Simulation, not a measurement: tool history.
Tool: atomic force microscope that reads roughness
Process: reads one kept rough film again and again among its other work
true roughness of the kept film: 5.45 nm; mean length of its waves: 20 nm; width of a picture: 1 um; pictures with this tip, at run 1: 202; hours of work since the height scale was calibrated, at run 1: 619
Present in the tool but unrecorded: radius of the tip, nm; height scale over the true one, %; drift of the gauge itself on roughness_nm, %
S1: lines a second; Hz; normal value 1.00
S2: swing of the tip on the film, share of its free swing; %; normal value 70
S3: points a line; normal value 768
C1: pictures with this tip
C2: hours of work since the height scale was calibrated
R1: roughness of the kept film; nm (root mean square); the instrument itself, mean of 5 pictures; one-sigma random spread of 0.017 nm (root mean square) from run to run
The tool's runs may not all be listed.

run,hour,S1,S2,S3,C1,C2,R1
1,0.0,1.00,70,768,202,619,3.102
2,28.4,1.00,70,768,239,635,2.989
3,48.6,1.00,70,768,264,646,2.887
4,68.9,1.00,70,768,290,657,2.825
# hour 85.9: new tip fitted
5,91.5,1.00,70,768,7,669,4.145
6,109.9,1.00,70,768,30,680,3.987
7,129.6,1.00,70,768,55,690,3.880
8,163.4,1.00,70,768,99,709,3.659
9,191.5,1.00,70,768,135,724,3.487
10,223.4,0.94,70,768,176,742,3.316
11,248.4,0.94,70,768,207,756,3.188
12,274.4,1.00,70,768,241,770,3.062
13,290.5,1.00,70,768,261,779,2.994
14,310.3,1.00,70,768,287,790,2.909
# hour 331.8: new tip fitted
15,334.4,1.00,70,768,4,803,4.158
16,366.1,1.00,70,768,44,820,3.933
17,395.3,1.00,70,984,82,836,3.714
18,427.5,1.00,59,768,123,854,3.549
19,463.9,1.00,59,768,169,874,3.362
20,488.6,1.00,59,768,201,888,3.240
21,515.2,1.48,70,500,235,902,3.003
22,539.9,1.48,70,500,267,916,2.902
23,570.2,1.00,70,393,305,933,2.809
# hour 573.7: height scale calibrated on a step standard
# hour 576.9: new tip fitted
24,588.9,1.00,70,393,16,8,4.053
25,624.5,3.02,81,768,61,28,3.416
26,651.5,1.76,58,292,96,43,3.609
27,678.2,0.72,58,272,130,57,3.479
28,709.6,0.72,58,272,170,75,3.348
29,740.3,0.53,84,623,209,91,3.183
30,777.9,0.53,84,623,257,112,3.015
# hour 788.9: height scale calibrated on a step standard, once more
31,806.4,0.53,84,623,292,10,2.889
# hour 824.7: new tip fitted
32,827.6,0.53,84,800,4,21,4.077
33,855.6,2.73,81,395,40,36,3.455
34,872.2,1.64,70,768,61,46,3.740
35,905.3,2.12,89,768,103,64,3.148
36,939.2,2.97,78,768,147,82,3.066
37,974.7,2.04,70,979,192,102,3.092
38,1004.5,1.00,70,594,230,118,3.051
39,1025.6,3.67,66,743,257,130,2.816

Some steps in R1 between neighbouring runs. How much of each would the tool show without its hidden state too (settings, what came in, random variation), and how much is left for the hidden state, with any gauge scatter that isn't in both results?
Run 4 -> 5: new tip fitted. R1 +1.320 nm (root mean square): hidden state +1.314, all else +0.006.
Run 14 -> 15: new tip fitted. R1 +1.249 nm (root mean square): hidden state +1.252, all else -0.003.
Run 23 -> 24: height scale calibrated on a step standard, new tip fitted. R1 +1.244 nm (root mean square): hidden state +1.245, all else -0.001.

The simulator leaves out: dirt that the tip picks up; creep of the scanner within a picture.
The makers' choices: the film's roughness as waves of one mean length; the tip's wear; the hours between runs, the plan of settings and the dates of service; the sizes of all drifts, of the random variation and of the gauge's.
